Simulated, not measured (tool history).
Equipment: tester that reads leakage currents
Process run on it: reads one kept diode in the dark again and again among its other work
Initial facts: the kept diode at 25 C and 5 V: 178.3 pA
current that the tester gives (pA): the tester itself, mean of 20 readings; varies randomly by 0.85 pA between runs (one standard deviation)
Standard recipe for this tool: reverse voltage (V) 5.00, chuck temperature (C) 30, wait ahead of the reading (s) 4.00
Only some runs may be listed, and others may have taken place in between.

run   hour  reverse voltage (V)  chuck temperature (C)  wait ahead of the reading (s)  current that the tester gives (pA)
  1    0.0                 5.00                     30                           4.00                              262.50
  2   27.6                 5.54                     30                           4.00                              275.26
  3   52.2                 5.54                     30                           4.00                              274.24
  4   74.3                 5.54                     30                           4.00                              274.80
  5   91.3                 5.54                     30                           4.00                              274.11
  6  122.1                 5.54                     30                           4.00                              273.65
  7  138.7                18.39                     30                           4.00                              467.66
  8  173.3                18.39                     30                           4.00                              467.73
  9  193.9                18.39                     30                           4.00                              469.16
 10  218.6                18.39                     30                           4.00                              466.74
 11  247.0                 5.00                     30                           4.00                              258.75
 12  263.0                 5.00                     30                           4.00                              258.29
 13  282.3                 5.00                     30                           3.77                              258.40
 14  314.5                 1.48                     30                           3.77                              150.43
     320.0  -- probe card cleaned and baked
 15  332.7                 1.48                     30                           3.77                              150.43
 16  359.2                 1.48                     30                           3.77                              149.84
 17  374.4                 5.00                     30                           4.00                              257.32
 18  406.9                 5.00                     37                           4.00                              480.47
 19  428.8                 5.00                     30                           4.00                              258.13
 20  452.7                 5.00                     30                           4.00                              258.12
 21  487.2                 5.00                     30                           4.00                              258.41
     520.4  -- probe card cleaned and baked, once more
 22  521.8                15.22                     30                           0.40                              430.74
 23  555.7                 3.12                     24                           0.31                              120.75
 24  577.3                 4.88                     39                           8.25                              554.92
 25  599.8                 6.91                     22                           8.25                              137.39
 26  630.1                 6.91                     22                           8.25                              138.19
 27  657.9                 6.91                     22                           8.25                              137.83
 28  680.1                 2.19                     23                           8.25                               90.67
 29  702.2                 2.96                     27                           8.41                              150.97
 30  717.0                 2.96                     27                           8.41                              151.98
 31  738.2                 2.96                     27                           8.41                              150.74
 32  755.9                 5.00                     52                           2.44                             1635.04
 33  773.0                 2.10                     35                           1.16                              268.05
 34  796.9                 1.66                     57                           4.74                             1482.41
 35  812.0                 2.88                     48                           9.37                              922.61
 36  840.0                 5.57                     30                           6.70                              261.24
 37  867.4                 1.90                     30                           3.11                              161.73
 38  890.1                 1.90                     30                           3.11                              161.78
 39  917.2                 1.90                     35                           1.09                              254.20
 40  952.0                 1.90                     35                           1.09                              254.06

Forecast each of these 3 alternatives for the next run:
  A  971.4                 5.00                     33                           1.07                                   ?
  B  971.4                15.74                     42                           2.15                                   ?
  C  971.4                 3.98                     24                           1.09                                   ?

run  current that the tester gives (pA)
  A                              327.17
  B                             1196.63
  C                              129.75
With the hidden condition removed and each run's random variation left untouched, the same runs would have given:
run  current that the tester gives (pA)
  A                              372.51
  B                             1352.93
  C                              148.43
